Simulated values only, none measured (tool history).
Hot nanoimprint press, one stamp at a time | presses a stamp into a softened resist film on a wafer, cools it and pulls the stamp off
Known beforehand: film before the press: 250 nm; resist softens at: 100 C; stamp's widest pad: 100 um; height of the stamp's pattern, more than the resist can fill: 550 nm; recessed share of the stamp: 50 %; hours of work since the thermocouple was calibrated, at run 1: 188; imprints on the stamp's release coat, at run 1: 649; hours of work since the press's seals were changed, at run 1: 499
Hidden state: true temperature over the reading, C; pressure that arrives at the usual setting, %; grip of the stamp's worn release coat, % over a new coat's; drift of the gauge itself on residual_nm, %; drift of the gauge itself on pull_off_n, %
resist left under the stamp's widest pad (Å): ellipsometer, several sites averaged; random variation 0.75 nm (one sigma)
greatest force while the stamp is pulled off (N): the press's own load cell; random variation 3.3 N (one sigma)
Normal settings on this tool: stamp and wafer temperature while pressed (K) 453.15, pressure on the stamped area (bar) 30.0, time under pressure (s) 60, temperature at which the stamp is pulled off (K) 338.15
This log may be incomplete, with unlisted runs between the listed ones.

run     day  stamp and wafer temperature while pressed (K)  pressure on the stamped area (bar)  time under pressure (s)  temperature at which the stamp is pulled off (K)  hours of work since the thermocouple was calibrated  imprints on the stamp's release coat  hours of work since the press's seals were changed  resist left under the stamp's widest pad (Å)  greatest force while the stamp is pulled off (N)
  1   0.000                                         453.15                                30.0                       60                                            338.15                                                  188                                   649                                                 499                                           960                                               172
  2   1.946                                         453.15                                30.0                       60                                            338.15                                                  219                                   838                                                 531                                           981                                               161
  3   3.821                                         453.15                                30.0                       79                                            338.15                                                  250                                  1020                                                 561                                           860                                               170
  4   5.638                                         453.15                                30.0                       60                                            338.15                                                  280                                  1196                                                 591                                           962                                               166
  5   7.438                                         453.15                                30.0                       60                                            338.15                                                  309                                  1371                                                 620                                           955                                               166
  6   8.692                                         453.15                                30.0                       60                                            338.15                                                  329                                  1493                                                 641                                           970                                               171
  7  11.267                                         453.15                                30.0                       60                                            338.15                                                  371                                  1742                                                 683                                           962                                               180
  8  12.846                                         453.15                                30.0                       60                                            338.15                                                  397                                  1895                                                 709                                           955                                               177
     13.904  -- stamp cleaned and given a new release coat
  9  14.246                                         453.15                                30.0                       60                                            338.15                                                  416                                    33                                                 727                                           945                                               154
 10  16.596                                         454.15                                30.0                       60                                            338.15                                                  454                                   261                                                 766                                           897                                               149
 11  18.783                                         454.15                                19.7                       60                                            338.15                                                  490                                   473                                                 801                                          1107                                               156
 12  20.479                                         453.15                                30.0                       60                                            338.15                                                  518                                   638                                                 829                                           957                                               161
     20.958  -- plate thermocouple calibrated
 13  23.100                                         453.15                                30.0                       60                                            338.15                                                   35                                   880                                                 870                                           934                                               164
 14  25.221                                         453.15                                30.0                       60                                            338.15                                                   70                                  1086                                                 904                                           927                                               165
 15  27.458                                         453.15                                30.0                       60                                            338.15                                                  106                                  1303                                                 941                                           929                                               171
 16  28.567                                         444.15                                30.0                       60                                            334.15                                                  124                                  1410                                                 959                                          1324                                               192
     29.946  -- plate thermocouple calibrated, once more
 17  31.208                                         444.15                                40.4                       60                                            334.15                                                   21                                  1654                                                1000                                          1282                                               201
 18  33.300                                         444.15                                40.4                       60                                            334.15                                                   55                                  1857                                                1034                                          1303                                               202
     34.871  -- stamp cleaned and given a new release coat
 19  35.221                                         463.15                                30.0                       60                                            326.15                                                   82                                    34                                                1061                                           670                                               205
 20  36.500                                         461.15                                30.0                       85                                            333.15                                                  103                                   158                                                1082                                           634                                               165
 21  38.988                                         442.15                                30.0                       46                                            340.15                                                  143                                   399                                                1123                                          1667                                               150
 22  41.433                                         453.15                                40.6                       37                                            338.15                                                  183                                   636                                                1163                                          1041                                               164
 23  42.588                                         453.15                                30.0                       41                                            335.15                                                  202                                   748                                                1181                                          1158                                               180
 24  44.092                                         455.15                                18.3                       54                                            330.15                                                  227                                   894                                                1206                                          1176                                               202
     46.729  -- press's hydraulic seals changed and the load cell set to zero
 25  46.875                                         461.15                                30.0                       60                                            338.15                                                  267                                  1132                                                   2                                           679                                               169
 26  49.004                                         450.15                                30.0                       39                                            341.15                                                  301                                  1338                                                  37                                          1247                                               156
 27  50.962                                         453.15                                22.1                       92                                            338.15                                                  333                                  1528                                                  69                                           916                                               171
 28  52.079                                         453.15                                22.1                       55                                            338.15                                                  351                                  1637                                                  87                                          1116                                               176
 29  54.171                                         459.15                                22.1                       55                                            339.15                                                  386                                  1839                                                 121                                           879                                               170
     55.846  -- stamp cleaned and given a new release coat
 30  55.854                                         453.15                                40.0                       60                                            326.15                                                  409                                     1                                                 145                                           820                                               202

What differs in the tool's unlogged condition from the final listed run ahead of each entry between runs to the first listed run following it?
In the gap between runs 8 and 9: stamp cleaned and given a new release coat (day 13.904)
  true temperature over the reading, C: 1.22 -> 1.27; pressure that arrives at the usual setting, %: 94.42 -> 94.27; grip of the stamp's worn release coat, % over a new coat's: 18.7 -> 0.3
  difference, measured minus the result without the unlogged condition, resist left under the stamp's widest pad (Å): -23 -> -24; greatest force while the stamp is pulled off (N): +23 -> -5
In the gap between runs 12 and 13: plate thermocouple calibrated (day 20.958)
  true temperature over the reading, C: 1.56 -> 1.86; pressure that arrives at the usual setting, %: 93.48 -> 93.16; grip of the stamp's worn release coat, % over a new coat's: 6.2 -> 8.6
  difference, measured minus the result without the unlogged condition, resist left under the stamp's widest pad (Å): -31 -> -41; greatest force while the stamp is pulled off (N): +3 -> +5
In the gap between runs 16 and 17: plate thermocouple calibrated, once more (day 29.946)
  true temperature over the reading, C: 2.11 -> 0.04; pressure that arrives at the usual setting, %: 92.46 -> 92.13; grip of the stamp's worn release coat, % over a new coat's: 13.9 -> 16.3
  difference, measured minus the result without the unlogged condition, resist left under the stamp's widest pad (Å): -71 -> +57; greatest force while the stamp is pulled off (N): +14 -> +28
In the gap between runs 18 and 19: stamp cleaned and given a new release coat (day 34.871)
  true temperature over the reading, C: 0.14 -> 0.22; pressure that arrives at the usual setting, %: 91.85 -> 91.65; grip of the stamp's worn release coat, % over a new coat's: 18.3 -> 0.3
  difference, measured minus the result without the unlogged condition, resist left under the stamp's widest pad (Å): +56 -> +24; greatest force while the stamp is pulled off (N): +30 -> +0
In the gap between runs 24 and 25: press's hydraulic seals changed and the load cell set to zero (day 46.729)
  true temperature over the reading, C: 0.64 -> 0.75; pressure that arrives at the usual setting, %: 90.53 -> 100.36; grip of the stamp's worn release coat, % over a new coat's: 8.7 -> 11.1
  difference, measured minus the result without the unlogged condition, resist left under the stamp's widest pad (Å): +2 -> -22; greatest force while the stamp is pulled off (N): +13 -> +13
In the gap between runs 29 and 30: stamp cleaned and given a new release coat (day 55.846)
  true temperature over the reading, C: 1.11 -> 1.17; pressure that arrives at the usual setting, %: 99.4 -> 99.21; grip of the stamp's worn release coat, % over a new coat's: 18.2 -> 0
  difference, measured minus the result without the unlogged condition, resist left under the stamp's widest pad (Å): -37 -> -38; greatest force while the stamp is pulled off (N): +22 -> -5
